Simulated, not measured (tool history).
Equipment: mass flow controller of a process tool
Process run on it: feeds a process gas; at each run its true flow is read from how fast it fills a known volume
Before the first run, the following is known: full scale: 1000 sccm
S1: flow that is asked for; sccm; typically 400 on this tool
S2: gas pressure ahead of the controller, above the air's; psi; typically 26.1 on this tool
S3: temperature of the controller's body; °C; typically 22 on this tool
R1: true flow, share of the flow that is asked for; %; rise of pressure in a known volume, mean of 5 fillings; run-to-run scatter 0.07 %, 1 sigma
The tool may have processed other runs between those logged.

Run 1, hour 0: usual settings. Result: R1 98.78 %.
Run 2, hour 112.4: usual settings. Result: R1 98.72 %.
Run 3, hour 210.4: usual settings but S2 24.9 psi. Result: R1 98.73 %.
Run 4, hour 300.1: usual settings. Result: R1 98.63 %.
Run 5, hour 362.7: usual settings. Result: R1 98.65 %.
Run 6, hour 455.5: usual settings but S1 368 sccm. Result: R1 98.61 %.
Run 7, hour 554.2: usual settings but S2 27.7 psi. Result: R1 98.7 %.
Run 8, hour 666.5: usual settings but S2 27.7 psi. Result: R1 98.59 %.
Run 9, hour 789.5: usual settings but S2 24.9 psi. Result: R1 98.4 %.
Run 10, hour 929.8: usual settings. Result: R1 98.41 %.
Run 11, hour 1012.9: usual settings but S3 34 °C. Result: R1 98.69 %.
Run 12, hour 1133.2: usual settings but S3 37 °C. Result: R1 98.76 %.
Run 13, hour 1192.8: usual settings but S3 37 °C. Result: R1 98.87 %.
Run 14, hour 1261: usual settings but S3 37 °C. Result: R1 98.75 %.
Run 15, hour 1364.7: usual settings but S1 322 sccm. Result: R1 98.2 %.
Run 16, hour 1441.2: usual settings but S1 322 sccm, S2 21.6 psi. Result: R1 98.07 %.
Run 17, hour 1545: usual settings but S1 322 sccm, S2 21.6 psi. Result: R1 97.9 %.
Run 18, hour 1672.3: usual settings but S1 322 sccm, S2 21.6 psi, S3 33 °C. Result: R1 98.2 %.
Run 19, hour 1732.6: usual settings. Result: R1 98.16 %.
Run 20, hour 1827.6: usual settings but S1 712 sccm. Result: R1 98.5 %.
Run 21, hour 1912.9: usual settings but S1 712 sccm. Result: R1 98.65 %.
At hour 1925.7: controller's zero set anew.
Run 22, hour 1975.3: usual settings but S1 232 sccm, S2 30.3 psi, S3 31 °C. Result: R1 97.47 %.
Run 23, hour 2106.3: usual settings but S1 270 sccm, S2 35.8 psi, S3 34 °C. Result: R1 97.72 %.
Run 24, hour 2177.9: usual settings but S1 322 sccm, S2 37.6 psi, S3 24 °C. Result: R1 97.61 %.
Run 25, hour 2257.2: usual settings but S1 177 sccm, S2 37.1 psi, S3 39 °C. Result: R1 97 %.
Run 26, hour 2393.1: usual settings but S1 216 sccm. Result: R1 96.88 %.
Run 27, hour 2535.6: usual settings but S1 106 sccm, S2 38.3 psi, S3 23 °C. Result: R1 95.42 %.
At hour 2632.9: controller's zero set anew, once more.
Run 28, hour 2657.3: usual settings but S1 996 sccm, S2 24.5 psi, S3 35 °C. Result: R1 99.17 %.
Run 29, hour 2794.7: usual settings but S1 159 sccm, S2 39.2 psi, S3 30 °C. Result: R1 98.06 %.
Run 30, hour 2911.9: usual settings but S1 159 sccm, S2 39.2 psi, S3 30 °C. Result: R1 98.03 %.
Run 31, hour 2982.6: usual settings but S1 104 sccm, S2 31 psi, S3 26 °C. Result: R1 97.37 %.
Run 32, hour 3062.6: usual settings but S1 184 sccm, S2 24.2 psi, S3 35 °C. Result: R1 97.89 %.
Run 33, hour 3200.5: usual settings but S2 22 psi, S3 26 °C. Result: R1 98.05 %.
Run 34, hour 3327: usual settings but S2 23.6 psi. Result: R1 97.88 %.
Run 35, hour 3459.4: usual settings but S1 175 sccm, S2 28.3 psi, S3 37 °C. Result: R1 97.87 %.
Run 36, hour 3549.5: usual settings but S1 256 sccm, S2 21.9 psi. Result: R1 97.52 %.
Run 37, hour 3665.7: usual settings but S1 118 sccm, S2 24.7 psi, S3 31 °C. Result: R1 97.06 %.
Run 38, hour 3771.9: usual settings but S1 183 sccm, S2 23.5 psi, S3 21 °C. Result: R1 97.31 %.
Run 39, hour 3860: usual settings but S1 235 sccm, S2 20.9 psi, S3 39 °C. Result: R1 97.77 %.
Run 40, hour 4003.3: usual settings but S1 235 sccm, S2 20.9 psi, S3 39 °C. Result: R1 97.67 %.
Run 41, hour 4118.1: usual settings but S1 101 sccm, S3 24 °C. Result: R1 96.53 %.
Run 42, hour 4232.7: usual settings but S1 101 sccm, S3 24 °C. Result: R1 96.22 %.

Forecast each of these 3 alternatives for the next run:
Run A, hour 4345.5: usual settings but S1 986 sccm, S2 25.2 psi. Result: R1 ?.
Run B, hour 4345.5: usual settings but S1 499 sccm, S3 26 °C. Result: R1 ?.
Run C, hour 4345.5: usual settings but S1 739 sccm, S2 23.6 psi, S3 34 °C. Result: R1 ?.

run     R1
  A   98.4
  B  97.81
  C  98.37
With the hidden condition removed and each run's random variation left untouched, the same runs would have given:
run     R1
  A  99.88
  B  99.44
  C   99.9

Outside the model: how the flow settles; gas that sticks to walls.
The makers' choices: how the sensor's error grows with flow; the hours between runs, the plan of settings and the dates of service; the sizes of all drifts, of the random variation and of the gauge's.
